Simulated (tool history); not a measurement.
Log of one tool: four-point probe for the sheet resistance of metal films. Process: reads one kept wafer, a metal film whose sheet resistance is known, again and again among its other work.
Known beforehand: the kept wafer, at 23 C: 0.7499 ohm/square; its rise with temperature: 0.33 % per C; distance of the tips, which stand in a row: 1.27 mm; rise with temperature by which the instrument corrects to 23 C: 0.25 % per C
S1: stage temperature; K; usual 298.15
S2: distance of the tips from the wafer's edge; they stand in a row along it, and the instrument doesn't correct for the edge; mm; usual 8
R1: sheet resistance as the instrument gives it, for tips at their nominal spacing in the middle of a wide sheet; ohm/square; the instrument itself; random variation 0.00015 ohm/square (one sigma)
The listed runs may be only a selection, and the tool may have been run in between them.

Run 1, day 0: usual settings. Result: R1 0.755696 ohm/square.
Run 2, day 1.508: usual settings. Result: R1 0.755539 ohm/square.
Run 3, day 3.754: usual settings but S1 307.15 K. Result: R1 0.760445 ohm/square.
Run 4, day 5.862: usual settings but S1 307.15 K. Result: R1 0.76028 ohm/square.
Run 5, day 7.229: usual settings. Result: R1 0.754944 ohm/square.
Run 6, day 9.321: usual settings but S2 9 mm. Result: R1 0.752735 ohm/square.
Run 7, day 11.025: usual settings but S1 301.15 K. Result: R1 0.756288 ohm/square.
Run 8, day 12.2: usual settings. Result: R1 0.75474 ohm/square.
Run 9, day 13.783: usual settings. Result: R1 0.754548 ohm/square.
Run 10, day 14.8: usual settings but S2 28 mm. Result: R1 0.745236 ohm/square.
Run 11, day 16.708: usual settings but S2 28 mm. Result: R1 0.744865 ohm/square.
Run 12, day 19.108: usual settings but S2 28 mm. Result: R1 0.744997 ohm/square.
Run 13, day 20.604: usual settings but S2 28 mm. Result: R1 0.744571 ohm/square.
Run 14, day 22.421: usual settings but S2 28 mm. Result: R1 0.744719 ohm/square.
Run 15, day 24.142: usual settings. Result: R1 0.753647 ohm/square.
Run 16, day 26.467: usual settings. Result: R1 0.753531 ohm/square.
Run 17, day 27.879: usual settings but S1 293.15 K, S2 21 mm. Result: R1 0.742003 ohm/square.
Run 18, day 30.221: usual settings but S1 293.15 K, S2 21 mm. Result: R1 0.741643 ohm/square.
At day 30.462: stage's thermometer calibrated.
Run 19, day 32.233: usual settings but S1 291.15 K, S2 16 mm. Result: R1 0.741276 ohm/square.
Run 20, day 34.017: usual settings but S1 291.15 K, S2 4 mm. Result: R1 0.776882 ohm/square.

Estimate the outcome of run 21 from the log above:
Run 21, day 35.242: usual settings but S2 13 mm. Result: R1 ?.

{"run 21": {"R1": 0.746246}}
The same run, on a tool lacking any hidden state, would have yielded R1 0.754708 ohm/square.
